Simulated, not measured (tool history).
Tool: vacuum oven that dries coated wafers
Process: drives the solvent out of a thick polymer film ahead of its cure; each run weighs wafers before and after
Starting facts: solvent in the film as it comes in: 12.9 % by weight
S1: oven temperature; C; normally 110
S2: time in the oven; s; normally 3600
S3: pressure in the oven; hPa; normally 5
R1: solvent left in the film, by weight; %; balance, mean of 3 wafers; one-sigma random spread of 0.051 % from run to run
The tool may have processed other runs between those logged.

Run 1, hour 0: usual settings. Result: R1 1.29 %.
Run 2, hour 12: usual settings. Result: R1 1.4 %.
Run 3, hour 25.2: usual settings. Result: R1 1.37 %.
Run 4, hour 45.8: usual settings but S1 98 C. Result: R1 2.89 %.
Run 5, hour 69.8: usual settings but S2 4140 s. Result: R1 1.08 %.
Run 6, hour 96: usual settings but S2 4140 s, S3 11.33 hPa. Result: R1 1.51 %.
Run 7, hour 123.1: usual settings but S2 4140 s, S3 11.33 hPa. Result: R1 1.52 %.
Run 8, hour 149.8: usual settings but S1 117 C, S2 4140 s, S3 11.33 hPa. Result: R1 1.03 %.
Run 9, hour 174: usual settings. Result: R1 1.32 %.
Run 10, hour 188.5: usual settings. Result: R1 1.3 %.
Run 11, hour 215.2: usual settings. Result: R1 1.23 %.
Run 12, hour 236.5: usual settings. Result: R1 1.3 %.
Run 13, hour 262.4: usual settings. Result: R1 1.28 %.
Run 14, hour 274: usual settings. Result: R1 1.34 %.
Run 15, hour 297.1: usual settings. Result: R1 1.48 %.
Run 16, hour 320: usual settings. Result: R1 1.48 %.
Run 17, hour 347: usual settings. Result: R1 1.35 %.
At hour 351.1: oven's thermocouples calibrated.
Run 18, hour 370: usual settings but S3 13.94 hPa. Result: R1 2.13 %.
Run 19, hour 395.1: usual settings but S3 13.94 hPa. Result: R1 2.11 %.
Run 20, hour 408.7: usual settings but S3 13.94 hPa. Result: R1 2.09 %.
Run 21, hour 435.3: usual settings but S2 2520 s. Result: R1 2.42 %.
Run 22, hour 457.2: usual settings but S2 2520 s. Result: R1 2.35 %.
Run 23, hour 482: usual settings but S2 2520 s. Result: R1 2.44 %.
Run 24, hour 497: usual settings but S1 108 C. Result: R1 1.76 %.
At hour 502.9: oven's thermocouples calibrated, once more.
Run 25, hour 523.4: usual settings but S1 108 C. Result: R1 1.42 %.
Run 26, hour 534.7: usual settings but S1 118 C, S3 3.55 hPa. Result: R1 0.6 %.
Run 27, hour 561.5: usual settings but S1 118 C, S3 3.55 hPa. Result: R1 0.57 %.
Run 28, hour 585.7: usual settings but S1 107 C, S3 13.57 hPa. Result: R1 2.18 %.
Run 29, hour 600.7: usual settings but S1 98 C, S3 11.61 hPa. Result: R1 3.39 %.
Run 30, hour 612.8: usual settings but S2 3480 s, S3 13.42 hPa. Result: R1 1.8 %.
Run 31, hour 637.7: usual settings but S2 2040 s, S3 4.18 hPa. Result: R1 2.68 %.
Run 32, hour 651.1: usual settings but S1 98 C, S2 2520 s, S3 7.7 hPa. Result: R1 4.16 %.
Run 33, hour 666.9: usual settings but S1 117 C. Result: R1 0.76 %.
Run 34, hour 691.9: usual settings but S1 113 C. Result: R1 0.92 %.
Run 35, hour 703.8: usual settings but S1 108 C, S2 2100 s. Result: R1 2.98 %.
Run 36, hour 717.4: usual settings but S1 95 C, S2 3900 s, S3 7.07 hPa. Result: R1 3.29 %.
Run 37, hour 738.6: usual settings but S3 9.61 hPa. Result: R1 1.56 %.
Run 38, hour 764.8: usual settings but S3 9.61 hPa. Result: R1 1.56 %.
Run 39, hour 783: usual settings but S3 9.61 hPa. Result: R1 1.62 %.
Run 40, hour 810.9: usual settings but S1 98 C, S2 3720 s, S3 3.43 hPa. Result: R1 2.61 %.
Run 41, hour 823.4: usual settings but S1 105 C, S2 3960 s, S3 5.16 hPa. Result: R1 1.64 %.
Run 42, hour 841.7: usual settings but S1 105 C, S2 3960 s, S3 5.16 hPa. Result: R1 1.55 %.
Run 43, hour 863.9: usual settings but S3 17.92 hPa. Result: R1 2.18 %.
Run 44, hour 876.4: usual settings but S3 17.92 hPa. Result: R1 2.11 %.
Run 45, hour 895.6: usual settings but S2 4140 s. Result: R1 0.98 %.
Run 46, hour 912.3: usual settings but S1 95 C, S2 2340 s, S3 14.99 hPa. Result: R1 5.72 %.
Run 47, hour 939.9: usual settings but S1 95 C, S2 2940 s, S3 9.76 hPa. Result: R1 4.51 %.

Results per run with the tool's hidden condition removed, run-to-run variation unchanged:
Hidden conditions of the tool in this case: true wafer temperature over the reading, C; true pressure over the reading, kPa; drift of the gauge itself on solvent_pct, %.
run    R1
  1  0.99
  2   1.1
  3  1.06
  4   2.4
  5  0.81
  6   1.2
  7   1.2
  8  0.82
  9  0.98
 10  0.96
 11  0.88
 12  0.94
 13  0.92
 14  0.98
 15  1.11
 16  1.11
 17  0.97
 18  1.63
 19   1.6
 20  1.58
 21  1.83
 22  1.77
 23  1.84
 24  1.24
 25   1.2
 26  0.46
 27  0.42
 28  1.93
 29  3.05
 30  1.57
 31  2.43
 32  3.84
 33  0.58
 34  0.71
 35   2.7
 36   2.9
 37  1.31
 38   1.3
 39  1.35
 40  2.22
 41  1.32
 42  1.23
 43  1.88
 44  1.81
 45  0.71
 46  5.29
 47  4.05
